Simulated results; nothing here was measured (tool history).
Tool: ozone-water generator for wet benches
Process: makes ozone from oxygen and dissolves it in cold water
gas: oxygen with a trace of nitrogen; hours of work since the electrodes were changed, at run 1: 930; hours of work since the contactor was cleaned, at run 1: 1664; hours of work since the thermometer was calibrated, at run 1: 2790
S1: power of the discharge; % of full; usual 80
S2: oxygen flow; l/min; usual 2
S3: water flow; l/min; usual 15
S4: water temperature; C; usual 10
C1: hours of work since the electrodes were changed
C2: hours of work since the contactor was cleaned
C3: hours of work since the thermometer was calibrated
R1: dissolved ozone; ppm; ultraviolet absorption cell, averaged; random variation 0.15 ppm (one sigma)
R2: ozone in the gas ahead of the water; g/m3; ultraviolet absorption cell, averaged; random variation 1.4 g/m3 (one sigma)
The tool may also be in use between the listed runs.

{"run": 1, "hour": 0.0, "S1": 80, "S2": 2, "S3": 15, "S4": 10, "C1": 930, "C2": 1664, "C3": 2790, "R1": 17.8, "R2": 249.1}
{"run": 2, "hour": 86.6, "S1": 44, "S2": 2, "S3": 15, "S4": 10, "C1": 997, "C2": 1731, "C3": 2858, "R1": 12.5, "R2": 173.3}
{"run": 3, "hour": 213.1, "S1": 80, "S2": 2, "S3": 15, "S4": 10, "C1": 1096, "C2": 1830, "C3": 2956, "R1": 17.6, "R2": 247.1}
{"run": 4, "hour": 350.2, "S1": 80, "S2": 2, "S3": 15, "S4": 10, "C1": 1202, "C2": 1937, "C3": 3063, "R1": 17.8, "R2": 243.8}
{"run": 5, "hour": 423.7, "S1": 80, "S2": 2, "S3": 15, "S4": 10, "C1": 1259, "C2": 1994, "C3": 3120, "R1": 17.8, "R2": 248.8}
{"run": 6, "hour": 518.3, "S1": 80, "S2": 2, "S3": 15, "S4": 16, "C1": 1333, "C2": 2067, "C3": 3193, "R1": 16.7, "R2": 247}
{"hour": 530.2, "done": "contactor cleaned"}
{"run": 7, "hour": 595.7, "S1": 80, "S2": 1.18, "S3": 13, "S4": 10, "C1": 1390, "C2": 51, "C3": 3251, "R1": 17.7, "R2": 317.8}
{"run": 8, "hour": 675.1, "S1": 80, "S2": 1.18, "S3": 13, "S4": 10, "C1": 1452, "C2": 113, "C3": 3312, "R1": 17.5, "R2": 322.6}
{"run": 9, "hour": 807.2, "S1": 75, "S2": 1.61, "S3": 13, "S4": 16, "C1": 1555, "C2": 216, "C3": 3415, "R1": 17.6, "R2": 263.7}
{"run": 10, "hour": 921.9, "S1": 51, "S2": 1.17, "S3": 9, "S4": 7, "C1": 1644, "C2": 305, "C3": 3504, "R1": 20.5, "R2": 245}
{"run": 11, "hour": 1078.6, "S1": 51, "S2": 1.17, "S3": 9, "S4": 7, "C1": 1766, "C2": 427, "C3": 3626, "R1": 20.6, "R2": 243.8}

Run 12 comes next. What will it give?
{"run": 12, "hour": 1159.6, "S1": 56, "S2": 2, "S3": 12, "S4": 7, "C1": 1829, "C2": 490, "C3": 3689, "R1": "?", "R2": "?"}

Run 12 gave R1 18.4 ppm, R2 196.6 g/m3.
Without the tool's hidden state the same run would have given R1 19.8 ppm, R2 203 g/m3.
